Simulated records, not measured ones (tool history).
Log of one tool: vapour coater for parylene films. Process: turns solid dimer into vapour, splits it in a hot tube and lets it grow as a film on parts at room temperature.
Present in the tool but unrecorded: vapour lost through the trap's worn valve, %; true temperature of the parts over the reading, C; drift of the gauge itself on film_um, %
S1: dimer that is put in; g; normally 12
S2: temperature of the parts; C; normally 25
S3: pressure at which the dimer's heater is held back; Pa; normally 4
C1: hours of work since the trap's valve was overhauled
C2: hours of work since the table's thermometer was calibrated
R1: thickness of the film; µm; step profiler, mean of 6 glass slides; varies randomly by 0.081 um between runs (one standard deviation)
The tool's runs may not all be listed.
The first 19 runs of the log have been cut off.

run 20 hour=272.2 | S1=6 S2=25 S3=4 | C1=219 C2=245 | R1=4.52
run 21 hour=284.1 | S1=9 S2=25 S3=4 | C1=229 C2=255 | R1=6.71
run 22 hour=303.6 | S1=9 S2=25 S3=4 | C1=246 C2=272 | R1=6.8
run 23 hour=322.6 | S1=15 S2=30 S3=2.76 | C1=263 C2=288 | R1=10.33
run 24 hour=337.2 | S1=15 S2=28 S3=2.95 | C1=276 C2=301 | R1=10.73
run 25 hour=354.7 | S1=12 S2=28 S3=4 | C1=291 C2=316 | R1=8.29
run 26 hour=373.5 | S1=5 S2=25 S3=7.37 | C1=307 C2=333 | R1=3.41
run 27 hour=386.9 | S1=5 S2=31 S3=7.37 | C1=319 C2=344 | R1=2.96
run 28 hour=406.5 | S1=7 S2=31 S3=3.59 | C1=336 C2=361 | R1=4.38
run 29 hour=417 | S1=6 S2=23 S3=10.14 | C1=345 C2=371 | R1=4.12
-- hour=426.8 trap's valve overhauled
run 30 hour=429.7 | S1=6 S2=23 S3=10.14 | C1=3 C2=378 | R1=4.79
run 31 hour=449.3 | S1=7 S2=25 S3=10.14 | C1=20 C2=395 | R1=5.32
run 32 hour=465.1 | S1=15 S2=17 S3=10.14 | C1=33 C2=409 | R1=13.45
run 33 hour=476.8 | S1=12 S2=33 S3=10.97 | C1=44 C2=419 | R1=7.43
run 34 hour=492.1 | S1=12 S2=33 S3=10.97 | C1=57 C2=432 | R1=7.35
run 35 hour=512.2 | S1=12 S2=31 S3=10.97 | C1=74 C2=450 | R1=7.63
run 36 hour=528 | S1=12 S2=25 S3=4.27 | C1=88 C2=464 | R1=9.61
run 37 hour=537.8 | S1=12 S2=30 S3=2.89 | C1=97 C2=472 | R1=8.82

Predict the results of run 38:
run 38 hour=546.4 | S1=12 S2=25 S3=8.96 | C1=104 C2=480 | R1=?

{"run 38": {"R1": 8.9}}
On a tool with no hidden condition, and with the same random variation, this run would have come out at R1 9.17 µm.
